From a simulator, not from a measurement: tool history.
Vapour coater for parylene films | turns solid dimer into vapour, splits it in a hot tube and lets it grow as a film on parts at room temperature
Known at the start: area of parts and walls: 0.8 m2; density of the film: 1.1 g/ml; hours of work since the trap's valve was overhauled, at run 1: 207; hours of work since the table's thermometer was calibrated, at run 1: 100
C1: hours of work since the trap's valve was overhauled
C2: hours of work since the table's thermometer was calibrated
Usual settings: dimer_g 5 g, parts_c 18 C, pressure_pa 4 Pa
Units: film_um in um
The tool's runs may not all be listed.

run 1 hour=0 | dimer_g=5 parts_c=18 pressure_pa=4 | C1=207 C2=100 | film_um=3.44
run 2 hour=30.4 | dimer_g=5 parts_c=23 pressure_pa=4 | C1=225 C2=117 | film_um=3.13
run 3 hour=71 | dimer_g=5 parts_c=18 pressure_pa=4 | C1=248 C2=141 | film_um=3.36
-- hour=82.2 trap's valve overhauled
run 4 hour=129.3 | dimer_g=5 parts_c=18 pressure_pa=4 | C1=27 C2=172 | film_um=3.51
run 5 hour=170.4 | dimer_g=5 parts_c=18 pressure_pa=4 | C1=51 C2=196 | film_um=3.55
run 6 hour=218.5 | dimer_g=5 parts_c=11 pressure_pa=4 | C1=79 C2=223 | film_um=3.96
run 7 hour=255.2 | dimer_g=5 parts_c=18 pressure_pa=4 | C1=100 C2=244 | film_um=3.51
run 8 hour=295.1 | dimer_g=5 parts_c=18 pressure_pa=4 | C1=123 C2=268 | film_um=3.46
run 9 hour=349.3 | dimer_g=5 parts_c=24 pressure_pa=8.4 | C1=154 C2=299 | film_um=2.57
run 10 hour=388.9 | dimer_g=5 parts_c=25 pressure_pa=4.63 | C1=177 C2=321 | film_um=2.94
run 11 hour=415.4 | dimer_g=2 parts_c=14 pressure_pa=2.79 | C1=192 C2=337 | film_um=1.6
run 12 hour=452.3 | dimer_g=2 parts_c=19 pressure_pa=3.27 | C1=213 C2=358 | film_um=1.42
run 13 hour=497.8 | dimer_g=7 parts_c=18 pressure_pa=5.34 | C1=239 C2=384 | film_um=4.46
-- hour=523.5 trap's valve overhauled
run 14 hour=539.4 | dimer_g=3 parts_c=11 pressure_pa=4.64 | C1=9 C2=406 | film_um=2.31
run 15 hour=577.5 | dimer_g=3 parts_c=11 pressure_pa=4.64 | C1=31 C2=428 | film_um=2.3

Forecast each of these 3 alternatives for the next run:
run A hour=607.8 | dimer_g=3 parts_c=11 pressure_pa=4.64 | C1=49 C2=445 | film_um=?
run B hour=607.8 | dimer_g=3 parts_c=14 pressure_pa=5.78 | C1=49 C2=445 | film_um=?
run C hour=607.8 | dimer_g=4 parts_c=25 pressure_pa=3.42 | C1=49 C2=445 | film_um=?

run=A film_um=2.3
run=B film_um=2.1
run=C film_um=2.54
Without the tool's hidden state the same runs would have given:
run=A film_um=2.32
run=B film_um=2.11
run=C film_um=2.56

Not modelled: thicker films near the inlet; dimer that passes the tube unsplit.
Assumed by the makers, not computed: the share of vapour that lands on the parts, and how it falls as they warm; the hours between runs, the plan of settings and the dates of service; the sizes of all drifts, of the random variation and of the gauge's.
